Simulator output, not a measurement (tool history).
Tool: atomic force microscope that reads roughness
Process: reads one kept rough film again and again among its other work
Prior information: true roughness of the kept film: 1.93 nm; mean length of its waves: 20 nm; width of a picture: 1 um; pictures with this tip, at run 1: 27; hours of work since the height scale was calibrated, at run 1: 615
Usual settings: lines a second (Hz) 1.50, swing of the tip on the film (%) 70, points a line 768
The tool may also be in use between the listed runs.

| run | hour | lines a second (Hz) | swing of the tip on the film (%) | points a line | pictures with this tip | hours of work since the height scale was calibrated | roughness of the kept film (nm (root mean square)) |
|---|---|---|---|---|---|---|---|
| 1 | 0.0 | 1.50 | 70 | 768 | 27 | 615 | 1.468 |
| 2 | 32.7 | 1.50 | 70 | 768 | 76 | 633 | 1.367 |
| 3 | 74.7 | 1.50 | 70 | 768 | 139 | 655 | 1.249 |
| 4 | 98.6 | 1.50 | 70 | 768 | 175 | 668 | 1.189 |
| 5 | 128.1 | 1.50 | 70 | 768 | 220 | 684 | 1.134 |
| 6 | 167.3 | 1.50 | 70 | 768 | 279 | 705 | 1.060 |
| 7 | 195.7 | 1.50 | 70 | 737 | 321 | 720 | 1.017 |
|  | 224.5 | new tip fitted |
| 8 | 224.8 | 1.50 | 70 | 737 | 0 | 736 | 1.507 |
| 9 | 260.4 | 1.50 | 70 | 737 | 54 | 755 | 1.395 |
| 10 | 281.0 | 1.50 | 89 | 1011 | 85 | 766 | 1.231 |
| 11 | 306.7 | 1.50 | 89 | 1011 | 123 | 780 | 1.181 |
| 12 | 333.0 | 1.50 | 89 | 1011 | 163 | 794 | 1.126 |
| 13 | 374.6 | 3.93 | 58 | 768 | 225 | 816 | 1.108 |
| 14 | 413.8 | 3.93 | 58 | 768 | 284 | 837 | 1.045 |
| 15 | 450.6 | 1.61 | 58 | 287 | 339 | 857 | 0.996 |
|  | 465.9 | new tip fitted |
| 16 | 489.0 | 1.61 | 58 | 287 | 34 | 877 | 1.469 |
| 17 | 529.9 | 3.59 | 75 | 314 | 96 | 899 | 1.192 |

4 ways to go on from here, each from the tool as it stands after run 17. What would each give?
| A | 557.0 | 0.57 | 72 | 360 | 136 | 914 | ? |
| B | 557.0 | 2.71 | 70 | 768 | 136 | 914 | ? |
| C | 557.0 | 1.43 | 75 | 939 | 136 | 914 | ? |
| D | 557.0 | 1.11 | 72 | 491 | 136 | 914 | ? |

| run | roughness of the kept film (nm (root mean square)) |
|---|---|
| A | 1.288 |
| B | 1.224 |
| C | 1.261 |
| D | 1.283 |
Without the tool's unlogged condition, the same runs would have read:
| run | roughness of the kept film (nm (root mean square)) |
|---|---|
| A | 1.548 |
| B | 1.472 |
| C | 1.516 |
| D | 1.543 |

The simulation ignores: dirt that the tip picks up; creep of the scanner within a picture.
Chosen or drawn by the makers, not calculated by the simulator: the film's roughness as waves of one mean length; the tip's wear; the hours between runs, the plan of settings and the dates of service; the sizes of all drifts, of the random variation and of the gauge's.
